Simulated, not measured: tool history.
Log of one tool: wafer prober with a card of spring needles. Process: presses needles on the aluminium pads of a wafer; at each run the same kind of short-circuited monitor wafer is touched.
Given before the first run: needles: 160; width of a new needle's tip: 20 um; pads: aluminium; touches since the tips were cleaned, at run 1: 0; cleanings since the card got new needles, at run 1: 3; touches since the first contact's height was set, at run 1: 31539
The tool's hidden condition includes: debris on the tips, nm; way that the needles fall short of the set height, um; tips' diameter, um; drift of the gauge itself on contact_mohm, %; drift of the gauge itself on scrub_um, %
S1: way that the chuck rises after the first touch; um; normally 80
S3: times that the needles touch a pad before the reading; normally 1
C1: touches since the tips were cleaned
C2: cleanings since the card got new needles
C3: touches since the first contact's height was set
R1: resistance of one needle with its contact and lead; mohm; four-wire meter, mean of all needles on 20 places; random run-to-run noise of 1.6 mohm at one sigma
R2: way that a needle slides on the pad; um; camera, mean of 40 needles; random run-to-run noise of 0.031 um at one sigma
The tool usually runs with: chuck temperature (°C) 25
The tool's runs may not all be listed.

run 1 hour=0.0 | S1=80 chuck_temperature_(°C)=25 S3=1 | C1=0 C2=3 C3=31539 | R1=166 R2=10.38
run 2 hour=8.6 | S1=80 chuck_temperature_(°C)=25 S3=1 | C1=1712 C2=3 C3=33251 | R1=163 R2=10.43
run 3 hour=18.0 | S1=80 chuck_temperature_(°C)=25 S3=1 | C1=3578 C2=3 C3=35117 | R1=163 R2=10.40
run 4 hour=24.4 | S1=74 chuck_temperature_(°C)=25 S3=1 | C1=4859 C2=3 C3=36398 | R1=166 R2=9.65
run 5 hour=35.1 | S1=74 chuck_temperature_(°C)=25 S3=1 | C1=6987 C2=3 C3=38526 | R1=167 R2=9.60
-- hour=45.2 tips cleaned on abrasive film
run 6 hour=46.5 | S1=81 chuck_temperature_(°C)=25 S3=1 | C1=253 C2=4 C3=40779 | R1=164 R2=10.57
run 7 hour=56.4 | S1=81 chuck_temperature_(°C)=25 S3=1 | C1=2228 C2=4 C3=42754 | R1=164 R2=10.54
run 8 hour=64.7 | S1=80 chuck_temperature_(°C)=25 S3=1 | C1=3882 C2=4 C3=44408 | R1=165 R2=10.42
run 9 hour=71.5 | S1=80 chuck_temperature_(°C)=25 S3=2 | C1=5229 C2=4 C3=45755 | R1=162 R2=10.47
run 10 hour=82.4 | S1=80 chuck_temperature_(°C)=25 S3=2 | C1=7406 C2=4 C3=47932 | R1=164 R2=10.40
run 11 hour=87.6 | S1=80 chuck_temperature_(°C)=25 S3=1 | C1=8436 C2=4 C3=48962 | R1=166 R2=10.50
-- hour=90.8 tips cleaned on abrasive film
run 12 hour=92.9 | S1=80 chuck_temperature_(°C)=25 S3=1 | C1=418 C2=5 C3=50000 | R1=164 R2=10.46
run 13 hour=103.3 | S1=80 chuck_temperature_(°C)=69 S3=1 | C1=2479 C2=5 C3=52061 | R1=176 R2=10.51
run 14 hour=112.9 | S1=80 chuck_temperature_(°C)=69 S3=1 | C1=4395 C2=5 C3=53977 | R1=174 R2=10.48
run 15 hour=118.4 | S1=80 chuck_temperature_(°C)=69 S3=1 | C1=5494 C2=5 C3=55076 | R1=173 R2=10.54
run 16 hour=129.0 | S1=80 chuck_temperature_(°C)=69 S3=1 | C1=7598 C2=5 C3=57180 | R1=174 R2=10.46
-- hour=135.7 tips cleaned on abrasive film
run 17 hour=137.9 | S1=80 chuck_temperature_(°C)=39 S3=1 | C1=437 C2=6 C3=58940 | R1=166 R2=10.48
run 18 hour=144.2 | S1=80 chuck_temperature_(°C)=86 S3=1 | C1=1678 C2=6 C3=60181 | R1=175 R2=10.50
run 19 hour=153.7 | S1=83 chuck_temperature_(°C)=38 S3=2 | C1=3571 C2=6 C3=62074 | R1=165 R2=10.88
run 20 hour=160.8 | S1=83 chuck_temperature_(°C)=38 S3=1 | C1=4989 C2=6 C3=63492 | R1=164 R2=10.91
run 21 hour=167.5 | S1=83 chuck_temperature_(°C)=38 S3=1 | C1=6332 C2=6 C3=64835 | R1=165 R2=10.87
run 22 hour=172.2 | S1=71 chuck_temperature_(°C)=26 S3=2 | C1=7265 C2=6 C3=65768 | R1=167 R2=9.27
run 23 hour=177.5 | S1=80 chuck_temperature_(°C)=80 S3=1 | C1=8315 C2=6 C3=66818 | R1=176 R2=10.53
-- hour=180.7 tips cleaned on abrasive film
run 24 hour=186.1 | S1=86 chuck_temperature_(°C)=32 S3=3 | C1=1071 C2=7 C3=68510 | R1=163 R2=11.29
run 25 hour=196.1 | S1=80 chuck_temperature_(°C)=106 S3=1 | C1=3053 C2=7 C3=70492 | R1=178 R2=10.52
run 26 hour=200.8 | S1=69 chuck_temperature_(°C)=44 S3=1 | C1=4003 C2=7 C3=71442 | R1=173 R2=9.07
run 27 hour=210.0 | S1=65 chuck_temperature_(°C)=25 S3=2 | C1=5837 C2=7 C3=73276 | R1=169 R2=8.59
run 28 hour=215.4 | S1=65 chuck_temperature_(°C)=25 S3=2 | C1=6915 C2=7 C3=74354 | R1=168 R2=8.52
run 29 hour=223.4 | S1=65 chuck_temperature_(°C)=25 S3=1 | C1=8499 C2=7 C3=75938 | R1=171 R2=8.62

Each row is a separate what-if for the run after 29, all from the same tool condition, not one after another. Results?
-- hour=226.2 tips cleaned on abrasive film
run A hour=232.2 | S1=87 chuck_temperature_(°C)=113 S3=3 | C1=1198 C2=8 C3=77663 | R1=? R2=?
-- hour=226.2 tips cleaned on abrasive film
run B hour=232.2 | S1=82 chuck_temperature_(°C)=77 S3=2 | C1=1198 C2=8 C3=77663 | R1=? R2=?
-- hour=226.2 tips cleaned on abrasive film
run C hour=232.2 | S1=80 chuck_temperature_(°C)=72 S3=1 | C1=1198 C2=8 C3=77663 | R1=? R2=?

run=A R1=181 R2=11.45
run=B R1=175 R2=10.84
run=C R1=176 R2=10.59
The same runs, with their run-to-run variation unchanged, on a tool lacking any hidden condition would have given:
run=A R1=181 R2=11.27
run=B R1=174 R2=10.67
run=C R1=176 R2=10.42
